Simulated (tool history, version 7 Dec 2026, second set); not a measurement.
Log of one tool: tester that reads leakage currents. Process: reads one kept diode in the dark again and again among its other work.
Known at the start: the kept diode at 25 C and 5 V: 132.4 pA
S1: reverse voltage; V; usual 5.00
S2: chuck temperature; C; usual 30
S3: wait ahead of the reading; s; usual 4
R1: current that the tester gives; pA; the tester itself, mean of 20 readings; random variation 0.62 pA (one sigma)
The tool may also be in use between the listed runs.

run	hour	S1	S2	S3	R1
1	0.0	5.00	30	4	187.73
2	197.5	5.00	30	4	182.50
3	453.5	5.00	30	4	178.67
4	573.0	5.00	30	4	176.11
# hour 684.5: chuck's temperature calibrated
5	699.3	10.85	30	4	271.19
6	908.1	10.85	30	4	264.46

The next listed run, before its measurement:
7	1088.6	2.53	26	4	?

Run 7 gave R1 106.17 pA.
Without the tool's hidden state the same run would have given R1 113.07 pA.
